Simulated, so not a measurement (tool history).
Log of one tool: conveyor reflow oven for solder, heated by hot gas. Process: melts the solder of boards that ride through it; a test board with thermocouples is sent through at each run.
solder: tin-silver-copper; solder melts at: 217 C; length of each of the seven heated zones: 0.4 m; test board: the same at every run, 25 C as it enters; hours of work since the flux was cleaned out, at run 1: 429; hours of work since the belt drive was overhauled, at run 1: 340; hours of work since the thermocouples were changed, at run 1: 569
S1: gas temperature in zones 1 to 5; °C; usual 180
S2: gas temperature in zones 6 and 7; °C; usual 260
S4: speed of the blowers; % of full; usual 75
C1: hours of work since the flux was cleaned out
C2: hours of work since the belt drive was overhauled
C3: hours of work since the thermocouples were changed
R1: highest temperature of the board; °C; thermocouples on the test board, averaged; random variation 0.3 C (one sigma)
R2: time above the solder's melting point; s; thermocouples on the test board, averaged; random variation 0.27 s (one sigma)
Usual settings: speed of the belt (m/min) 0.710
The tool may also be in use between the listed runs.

{"run": 1, "hour": 0.0, "S1": 180, "S2": 260, "speed of the belt (m/min)": 0.71, "S4": 75, "C1": 429, "C2": 340, "C3": 569, "R1": 243.4, "R2": 46.2}
{"run": 2, "hour": 21.5, "S1": 180, "S2": 260, "speed of the belt (m/min)": 0.71, "S4": 75, "C1": 445, "C2": 356, "C3": 585, "R1": 244.3, "R2": 46.3}
{"hour": 47.9, "done": "flux residue cleaned out of gas plates and filters"}
{"run": 3, "hour": 48.9, "S1": 180, "S2": 260, "speed of the belt (m/min)": 0.71, "S4": 75, "C1": 1, "C2": 373, "C3": 602, "R1": 244.7, "R2": 46.4}
{"run": 4, "hour": 66.2, "S1": 187, "S2": 260, "speed of the belt (m/min)": 0.71, "S4": 75, "C1": 14, "C2": 386, "C3": 616, "R1": 245.1, "R2": 50.1}
{"run": 5, "hour": 85.3, "S1": 187, "S2": 260, "speed of the belt (m/min)": 0.71, "S4": 75, "C1": 29, "C2": 401, "C3": 630, "R1": 245.3, "R2": 50.1}
{"run": 6, "hour": 101.3, "S1": 180, "S2": 260, "speed of the belt (m/min)": 0.71, "S4": 50, "C1": 41, "C2": 413, "C3": 643, "R1": 235.2, "R2": 34.5}
{"run": 7, "hour": 116.0, "S1": 180, "S2": 263, "speed of the belt (m/min)": 0.71, "S4": 75, "C1": 52, "C2": 424, "C3": 654, "R1": 246.9, "R2": 48.0}
{"run": 8, "hour": 138.3, "S1": 180, "S2": 263, "speed of the belt (m/min)": 0.71, "S4": 75, "C1": 69, "C2": 441, "C3": 671, "R1": 246.6, "R2": 48.5}
{"run": 9, "hour": 154.8, "S1": 192, "S2": 269, "speed of the belt (m/min)": 0.6, "S4": 75, "C1": 82, "C2": 454, "C3": 684, "R1": 257.9, "R2": 71.6}
{"run": 10, "hour": 167.0, "S1": 174, "S2": 265, "speed of the belt (m/min)": 0.669, "S4": 75, "C1": 91, "C2": 463, "C3": 693, "R1": 248.8, "R2": 51.3}
{"run": 11, "hour": 177.5, "S1": 174, "S2": 265, "speed of the belt (m/min)": 0.669, "S4": 75, "C1": 99, "C2": 471, "C3": 701, "R1": 249.1, "R2": 51.6}
{"run": 12, "hour": 198.5, "S1": 177, "S2": 260, "speed of the belt (m/min)": 0.71, "S4": 68, "C1": 115, "C2": 488, "C3": 717, "R1": 241.3, "R2": 42.3}
{"run": 13, "hour": 207.8, "S1": 194, "S2": 260, "speed of the belt (m/min)": 0.71, "S4": 64, "C1": 122, "C2": 495, "C3": 724, "R1": 243.4, "R2": 51.3}

Forecast each of these 5 alternatives for the next run:
{"run": "A", "hour": 228.1, "S1": 180, "S2": 272, "speed of the belt (m/min)": 0.742, "S4": 75, "C1": 138, "C2": 510, "C3": 740, "R1": "?", "R2": "?"}
{"run": "B", "hour": 228.1, "S1": 171, "S2": 260, "speed of the belt (m/min)": 0.713, "S4": 68, "C1": 138, "C2": 510, "C3": 740, "R1": "?", "R2": "?"}
{"run": "C", "hour": 228.1, "S1": 180, "S2": 260, "speed of the belt (m/min)": 0.71, "S4": 66, "C1": 138, "C2": 510, "C3": 740, "R1": "?", "R2": "?"}
{"run": "D", "hour": 228.1, "S1": 180, "S2": 260, "speed of the belt (m/min)": 0.719, "S4": 80, "C1": 138, "C2": 510, "C3": 740, "R1": "?", "R2": "?"}
{"run": "E", "hour": 228.1, "S1": 175, "S2": 260, "speed of the belt (m/min)": 0.71, "S4": 55, "C1": 138, "C2": 510, "C3": 740, "R1": "?", "R2": "?"}

run=A R1=252.4 R2=49.5
run=B R1=240.5 R2=38.7
run=C R1=241.5 R2=43.0
run=D R1=245.4 R2=46.3
run=E R1=236.0 R2=34.2
Without the tool's hidden state the same runs would have given:
run=A R1=252.4 R2=49.5
run=B R1=240.6 R2=38.7
run=C R1=241.5 R2=43.0
run=D R1=245.4 R2=46.3
run=E R1=236.1 R2=34.2
